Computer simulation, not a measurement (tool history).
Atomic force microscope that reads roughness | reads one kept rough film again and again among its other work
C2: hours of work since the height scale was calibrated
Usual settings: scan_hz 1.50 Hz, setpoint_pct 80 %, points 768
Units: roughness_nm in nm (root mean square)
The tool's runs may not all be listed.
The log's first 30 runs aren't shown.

{"run": 31, "hour": 263.8, "scan_hz": 1.47, "setpoint_pct": 65, "points": 613, "pictures with this tip": 156, "C2": 281, "roughness_nm": 1.283}
{"run": 32, "hour": 275.2, "scan_hz": 1.47, "setpoint_pct": 65, "points": 613, "pictures with this tip": 171, "C2": 286, "roughness_nm": 1.299}
{"run": 33, "hour": 288.0, "scan_hz": 2.08, "setpoint_pct": 77, "points": 418, "pictures with this tip": 189, "C2": 292, "roughness_nm": 1.204}
{"run": 34, "hour": 299.5, "scan_hz": 2.08, "setpoint_pct": 77, "points": 418, "pictures with this tip": 204, "C2": 297, "roughness_nm": 1.21}
{"run": 35, "hour": 307.8, "scan_hz": 2.4, "setpoint_pct": 77, "points": 335, "pictures with this tip": 216, "C2": 301, "roughness_nm": 1.187}
{"run": 36, "hour": 316.4, "scan_hz": 1.42, "setpoint_pct": 66, "points": 471, "pictures with this tip": 228, "C2": 305, "roughness_nm": 1.289}
{"run": 37, "hour": 327.4, "scan_hz": 0.58, "setpoint_pct": 62, "points": 602, "pictures with this tip": 243, "C2": 311, "roughness_nm": 1.32}
{"run": 38, "hour": 334.5, "scan_hz": 1.66, "setpoint_pct": 72, "points": 308, "pictures with this tip": 252, "C2": 314, "roughness_nm": 1.249}
{"run": 39, "hour": 340.7, "scan_hz": 2.58, "setpoint_pct": 88, "points": 578, "pictures with this tip": 261, "C2": 317, "roughness_nm": 1.081}
{"run": 40, "hour": 351.0, "scan_hz": 1.39, "setpoint_pct": 59, "points": 768, "pictures with this tip": 275, "C2": 322, "roughness_nm": 1.302}
{"run": 41, "hour": 358.5, "scan_hz": 1.39, "setpoint_pct": 59, "points": 768, "pictures with this tip": 285, "C2": 325, "roughness_nm": 1.296}
{"run": 42, "hour": 365.4, "scan_hz": 0.91, "setpoint_pct": 59, "points": 388, "pictures with this tip": 295, "C2": 329, "roughness_nm": 1.309}
{"run": 43, "hour": 373.0, "scan_hz": 1.08, "setpoint_pct": 88, "points": 512, "pictures with this tip": 305, "C2": 332, "roughness_nm": 1.211}
{"run": 44, "hour": 385.9, "scan_hz": 1.07, "setpoint_pct": 71, "points": 611, "pictures with this tip": 323, "C2": 338, "roughness_nm": 1.275}
{"run": 45, "hour": 397.7, "scan_hz": 2.87, "setpoint_pct": 89, "points": 290, "pictures with this tip": 339, "C2": 344, "roughness_nm": 1.039}
{"run": 46, "hour": 405.3, "scan_hz": 2.27, "setpoint_pct": 63, "points": 452, "pictures with this tip": 349, "C2": 347, "roughness_nm": 1.254}
{"hour": 410.6, "done": "new tip fitted"}
{"run": 47, "hour": 418.2, "scan_hz": 0.51, "setpoint_pct": 79, "points": 452, "pictures with this tip": 10, "C2": 353, "roughness_nm": 1.316}
{"run": 48, "hour": 427.6, "scan_hz": 1.96, "setpoint_pct": 57, "points": 768, "pictures with this tip": 23, "C2": 358, "roughness_nm": 1.322}
{"run": 49, "hour": 439.3, "scan_hz": 0.69, "setpoint_pct": 82, "points": 295, "pictures with this tip": 39, "C2": 363, "roughness_nm": 1.288}
{"run": 50, "hour": 445.2, "scan_hz": 0.69, "setpoint_pct": 82, "points": 295, "pictures with this tip": 47, "C2": 366, "roughness_nm": 1.288}
{"run": 51, "hour": 455.2, "scan_hz": 3.44, "setpoint_pct": 89, "points": 268, "pictures with this tip": 61, "C2": 371, "roughness_nm": 1.022}
{"run": 52, "hour": 463.7, "scan_hz": 0.88, "setpoint_pct": 89, "points": 552, "pictures with this tip": 73, "C2": 375, "roughness_nm": 1.246}
{"run": 53, "hour": 472.4, "scan_hz": 2.53, "setpoint_pct": 57, "points": 591, "pictures with this tip": 84, "C2": 379, "roughness_nm": 1.294}
{"run": 54, "hour": 478.5, "scan_hz": 1.5, "setpoint_pct": 60, "points": 402, "pictures with this tip": 93, "C2": 382, "roughness_nm": 1.314}

Forecast each of these 3 alternatives for the next run:
{"run": "A", "hour": 491.1, "scan_hz": 3.03, "setpoint_pct": 60, "points": 309, "pictures with this tip": 110, "C2": 388, "roughness_nm": "?"}
{"run": "B", "hour": 491.1, "scan_hz": 1.94, "setpoint_pct": 80, "points": 275, "pictures with this tip": 110, "C2": 388, "roughness_nm": "?"}
{"run": "C", "hour": 491.1, "scan_hz": 1.49, "setpoint_pct": 86, "points": 813, "pictures with this tip": 110, "C2": 388, "roughness_nm": "?"}

run=A roughness_nm=1.272
run=B roughness_nm=1.202
run=C roughness_nm=1.204
Without the tool's hidden state the same runs would have given:
run=A roughness_nm=1.279
run=B roughness_nm=1.209
run=C roughness_nm=1.211

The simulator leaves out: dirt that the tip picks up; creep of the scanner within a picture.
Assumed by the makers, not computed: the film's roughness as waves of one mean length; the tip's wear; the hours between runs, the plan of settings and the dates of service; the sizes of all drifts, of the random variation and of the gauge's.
